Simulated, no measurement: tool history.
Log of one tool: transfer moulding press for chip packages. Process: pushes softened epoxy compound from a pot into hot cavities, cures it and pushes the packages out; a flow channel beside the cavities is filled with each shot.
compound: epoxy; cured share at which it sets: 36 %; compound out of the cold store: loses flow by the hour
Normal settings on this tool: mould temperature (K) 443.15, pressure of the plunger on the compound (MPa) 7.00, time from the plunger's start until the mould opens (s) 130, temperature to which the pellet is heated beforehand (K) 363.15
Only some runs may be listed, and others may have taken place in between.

run,hour,mould temperature (K),pressure of the plunger on the compound (MPa),time from the plunger's start until the mould opens (s),temperature to which the pellet is heated beforehand (K),incoming compound's hours out of the cold store,length that the compound runs in the flow channel (mm),greatest force on the pins that push the packages out (N)
1,0.0,443.15,7.00,130,363.15,42.1,818,229
2,15.7,443.15,7.00,130,363.15,17.2,913,261
3,37.0,435.15,7.00,130,363.15,21.3,922,436
# hour 51.1: cavities cleaned with cleaning compound and waxed
4,59.3,435.15,7.00,130,363.15,11.9,975,568
5,98.0,435.15,7.00,154,363.15,12.2,956,413
# hour 106.3: cavities cleaned with cleaning compound and waxed
6,135.2,435.15,7.00,154,363.15,11.1,965,325
# hour 156.1: cavities cleaned with cleaning compound and waxed, once more
7,166.0,435.15,7.00,154,363.15,35.8,835,262
8,194.6,435.15,7.00,154,363.15,20.3,898,338
# hour 210.0: cavities cleaned with cleaning compound and waxed
9,231.0,443.15,7.00,130,363.15,10.8,911,280
# hour 263.2: cavities cleaned with cleaning compound and waxed
10,263.2,437.15,7.00,130,363.15,33.7,815,275
11,279.4,437.15,7.00,130,363.15,37.7,801,318
# hour 316.6: cavities cleaned with cleaning compound and waxed
12,317.5,437.15,7.00,130,363.15,26.7,837,278
13,341.2,438.15,7.00,130,363.15,30.3,819,335
# hour 371.0: cavities cleaned with cleaning compound and waxed
14,376.6,438.15,7.00,130,363.15,24.4,833,278
15,406.6,443.15,8.23,164,366.15,45.9,790,272
# hour 423.6: cavities cleaned with cleaning compound and waxed
16,447.1,443.15,8.23,164,366.15,9.7,948,265
# hour 477.5: cavities cleaned with cleaning compound and waxed
17,477.5,443.15,7.00,130,354.15,14.0,847,226
# hour 488.1: mould's thermocouples calibrated
18,507.7,443.15,8.24,125,357.15,13.6,916,298
# hour 532.7: cavities cleaned with cleaning compound and waxed
19,546.0,436.15,7.00,125,367.15,40.6,750,372
20,582.0,444.15,6.22,142,365.15,18.5,764,299
# hour 588.0: plunger's sealing rings changed
# hour 589.5: cavities cleaned with cleaning compound and waxed
21,612.5,447.15,8.63,116,363.15,37.4,942,267
# hour 642.4: cavities cleaned with cleaning compound and waxed
22,643.9,447.15,5.22,113,370.15,37.2,717,223
23,660.9,447.15,5.22,113,370.15,39.0,703,264
# hour 695.9: cavities cleaned with cleaning compound and waxed
24,701.4,448.15,5.57,113,370.15,13.1,834,224
25,735.5,448.15,5.57,113,370.15,40.4,706,289
# hour 750.9: cavities cleaned with cleaning compound and waxed
26,761.5,443.15,7.84,123,363.15,21.6,937,256
27,785.5,450.15,7.15,126,373.15,25.6,855,285

3 ways to go on from here, each from the tool as it stands after run 27. What would each give?
# hour 804.2: cavities cleaned with cleaning compound and waxed
A,818.5,445.15,6.96,126,361.15,39.6,?,?
# hour 804.2: cavities cleaned with cleaning compound and waxed
B,818.5,441.15,5.25,155,373.15,12.0,?,?
# hour 804.2: cavities cleaned with cleaning compound and waxed
C,818.5,450.15,5.28,126,373.15,34.2,?,?

run,length that the compound runs in the flow channel (mm),greatest force on the pins that push the packages out (N)
A,785,251
B,802,250
C,703,241
Stripped of hidden state, with their random variation kept, the same runs would have yielded:
run,length that the compound runs in the flow channel (mm),greatest force on the pins that push the packages out (N)
A,825,212
B,844,210
C,740,201
